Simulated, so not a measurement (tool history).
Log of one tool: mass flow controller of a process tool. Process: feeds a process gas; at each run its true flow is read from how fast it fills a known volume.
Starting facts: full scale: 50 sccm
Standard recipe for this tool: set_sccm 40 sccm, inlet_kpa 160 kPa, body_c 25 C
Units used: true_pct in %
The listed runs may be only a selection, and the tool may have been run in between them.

run    hour  set_sccm  inlet_kpa  body_c  true_pct
  1       0        40        160      25     99.35
  2   212.4        40        160      25     99.37
  3   323.3        40        160      25     99.42
  4   526.4        40        160      25     99.46
  5   743.3        40        160      25     99.54
  6   882.7        40        160      25     99.71
  7  1057.3         8        160      25     97.77
  8  1195.5        40        160      22    100.08
  9  1412.8        40        160      25     99.79
 10  1564.4        40        160      25      99.9
 11  1800.3        40        160      25     99.87
 12  2053.8        23        160      25     99.05
 13  2162.2        40        160      36     98.79
 14  2402.8        40        160      36     98.87
 15  2566.6        40        160      36        99
 16  2790.6        40        160      27    100.06
     2999.9  -- gauge calibrated
 17    3006         9        198      33     96.72
 18  3189.4        33        141      22     99.28
 19  3433.5        33        141      23     99.21
 20  3580.2        33        141      23     99.25
 21  3769.6        39        164      28     99.24
 22  4011.5        11        199      25     98.07
 23    4206        11        199      25     98.12
     4244.1  -- controller's zero set anew
 24  4412.2        11        199      25     98.28
 25  4626.4        11        199      25     98.29
 26  4827.9        11        199      25     98.34
 27  5084.5        11        199      25     98.55
 28    5326        11        199      25     98.47
 29  5478.5        26        203      25     99.49
 30  5697.1        26        203      25     99.54
 31  5830.2        26        203      25      99.6

Some steps in true_pct between neighbouring runs. How much of each would the tool show without its hidden state too (settings, what came in, random variation), and how much is left for the hidden state, with any gauge scatter that isn't in both results?
Unlogged tool condition in this case: flow at rest that the sensor doesn't see, % of full scale; true flow over the shown one, %; drift of the gauge itself on true_pct, %.
Run 7 -> 8: set_sccm 8 -> 40, body_c 25 -> 22. true_pct +2.31 %: hidden state +0.04, all else +2.27.
Run 10 -> 11: no setting changed, nothing entered. true_pct -0.03 %: hidden state +0.09, all else -0.12.
Run 15 -> 16: body_c 36 -> 27. true_pct +1.06 %: hidden state +0.09, all else +0.97.
Run 16 -> 17: set_sccm 40 -> 9, inlet_kpa 160 -> 198, body_c 27 -> 33, gauge calibrated. true_pct -3.34 %: hidden state -0.95, all else -2.39.
Run 17 -> 18: set_sccm 9 -> 33, inlet_kpa 198 -> 141, body_c 33 -> 22. true_pct +2.56 %: hidden state +0.05, all else +2.51.

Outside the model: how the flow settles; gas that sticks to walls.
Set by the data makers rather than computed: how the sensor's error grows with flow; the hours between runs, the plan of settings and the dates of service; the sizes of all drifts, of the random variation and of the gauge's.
